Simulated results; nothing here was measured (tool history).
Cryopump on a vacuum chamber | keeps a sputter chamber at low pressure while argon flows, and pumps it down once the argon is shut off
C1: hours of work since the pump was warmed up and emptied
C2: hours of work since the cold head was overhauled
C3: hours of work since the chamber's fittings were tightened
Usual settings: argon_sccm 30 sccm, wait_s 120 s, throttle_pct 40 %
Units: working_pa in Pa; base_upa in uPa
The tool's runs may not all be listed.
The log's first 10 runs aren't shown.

{"day": 34.65, "done": "leaking fittings of the chamber tightened, without venting"}
{"run": 11, "day": 35.688, "argon_sccm": 30, "wait_s": 120, "throttle_pct": 40, "C1": 200, "C2": 3271, "C3": 18, "working_pa": 0.107, "base_upa": 1.09}
{"run": 12, "day": 39.862, "argon_sccm": 30, "wait_s": 120, "throttle_pct": 40, "C1": 273, "C2": 3344, "C3": 92, "working_pa": 0.1103, "base_upa": 1.09}
{"run": 13, "day": 43.629, "argon_sccm": 30, "wait_s": 120, "throttle_pct": 40, "C1": 339, "C2": 3410, "C3": 158, "working_pa": 0.1116, "base_upa": 1.14}
{"run": 14, "day": 47.421, "argon_sccm": 30, "wait_s": 120, "throttle_pct": 40, "C1": 406, "C2": 3477, "C3": 224, "working_pa": 0.1127, "base_upa": 1.18}
{"run": 15, "day": 51.583, "argon_sccm": 30, "wait_s": 120, "throttle_pct": 40, "C1": 479, "C2": 3550, "C3": 297, "working_pa": 0.115, "base_upa": 1.25}
{"run": 16, "day": 54.554, "argon_sccm": 30, "wait_s": 120, "throttle_pct": 40, "C1": 531, "C2": 3602, "C3": 349, "working_pa": 0.1164, "base_upa": 1.36}
{"day": 57.304, "done": "pump warmed up, emptied and cooled again"}
{"run": 17, "day": 59.029, "argon_sccm": 30, "wait_s": 120, "throttle_pct": 40, "C1": 30, "C2": 3677, "C3": 424, "working_pa": 0.1051, "base_upa": 1.24}
{"run": 18, "day": 63.108, "argon_sccm": 30, "wait_s": 120, "throttle_pct": 40, "C1": 102, "C2": 3749, "C3": 496, "working_pa": 0.107, "base_upa": 1.28}
{"run": 19, "day": 65.362, "argon_sccm": 25, "wait_s": 47, "throttle_pct": 29, "C1": 141, "C2": 3788, "C3": 536, "working_pa": 0.1219, "base_upa": 2.43}
{"run": 20, "day": 69.938, "argon_sccm": 30, "wait_s": 126, "throttle_pct": 18, "C1": 222, "C2": 3869, "C3": 616, "working_pa": 0.235, "base_upa": 1.28}
{"run": 21, "day": 72.642, "argon_sccm": 13, "wait_s": 47, "throttle_pct": 40, "C1": 269, "C2": 3916, "C3": 663, "working_pa": 0.0472, "base_upa": 2.58}
{"run": 22, "day": 75.721, "argon_sccm": 13, "wait_s": 47, "throttle_pct": 40, "C1": 323, "C2": 3970, "C3": 717, "working_pa": 0.0484, "base_upa": 2.68}
{"run": 23, "day": 80.371, "argon_sccm": 29, "wait_s": 77, "throttle_pct": 40, "C1": 405, "C2": 4052, "C3": 799, "working_pa": 0.1104, "base_upa": 2.0}
{"run": 24, "day": 82.754, "argon_sccm": 60, "wait_s": 143, "throttle_pct": 43, "C1": 447, "C2": 4094, "C3": 841, "working_pa": 0.2146, "base_upa": 1.45}
{"run": 25, "day": 84.967, "argon_sccm": 17, "wait_s": 23, "throttle_pct": 21, "C1": 486, "C2": 4132, "C3": 880, "working_pa": 0.1189, "base_upa": 4.88}
{"run": 26, "day": 88.342, "argon_sccm": 17, "wait_s": 23, "throttle_pct": 21, "C1": 545, "C2": 4192, "C3": 939, "working_pa": 0.1199, "base_upa": 4.9}
{"day": 90.392, "done": "pump warmed up, emptied and cooled again"}
{"run": 27, "day": 93.567, "argon_sccm": 57, "wait_s": 34, "throttle_pct": 40, "C1": 56, "C2": 4280, "C3": 1027, "working_pa": 0.2023, "base_upa": 3.56}
{"run": 28, "day": 98.496, "argon_sccm": 57, "wait_s": 34, "throttle_pct": 40, "C1": 142, "C2": 4366, "C3": 1114, "working_pa": 0.2056, "base_upa": 3.47}
{"run": 29, "day": 103.067, "argon_sccm": 38, "wait_s": 108, "throttle_pct": 29, "C1": 222, "C2": 4446, "C3": 1194, "working_pa": 0.1885, "base_upa": 1.83}
{"run": 30, "day": 105.638, "argon_sccm": 27, "wait_s": 184, "throttle_pct": 35, "C1": 268, "C2": 4492, "C3": 1239, "working_pa": 0.1133, "base_upa": 1.49}
{"day": 108.904, "done": "leaking fittings of the chamber tightened, without venting"}
{"run": 31, "day": 109.392, "argon_sccm": 31, "wait_s": 84, "throttle_pct": 19, "C1": 332, "C2": 4556, "C3": 9, "working_pa": 0.2347, "base_upa": 1.42}
{"run": 32, "day": 111.912, "argon_sccm": 31, "wait_s": 287, "throttle_pct": 19, "C1": 376, "C2": 4600, "C3": 53, "working_pa": 0.236, "base_upa": 0.69}
{"run": 33, "day": 115.108, "argon_sccm": 31, "wait_s": 287, "throttle_pct": 19, "C1": 432, "C2": 4656, "C3": 109, "working_pa": 0.2363, "base_upa": 0.76}

3 ways to go on from here, each from the tool as it stands after run 33. What would each give?
{"run": "A", "day": 119.742, "argon_sccm": 15, "wait_s": 120, "throttle_pct": 40, "C1": 514, "C2": 4738, "C3": 190, "working_pa": "?", "base_upa": "?"}
{"run": "B", "day": 119.742, "argon_sccm": 16, "wait_s": 287, "throttle_pct": 19, "C1": 514, "C2": 4738, "C3": 190, "working_pa": "?", "base_upa": "?"}
{"run": "C", "day": 119.742, "argon_sccm": 14, "wait_s": 287, "throttle_pct": 19, "C1": 514, "C2": 4738, "C3": 190, "working_pa": "?", "base_upa": "?"}

run=A working_pa=0.0577 base_upa=1.23
run=B working_pa=0.1236 base_upa=0.82
run=C working_pa=0.1093 base_upa=0.80
Without the tool's hidden state the same runs would have given:
run=A working_pa=0.0505 base_upa=0.99
run=B working_pa=0.1159 base_upa=0.58
run=C working_pa=0.1025 base_upa=0.55
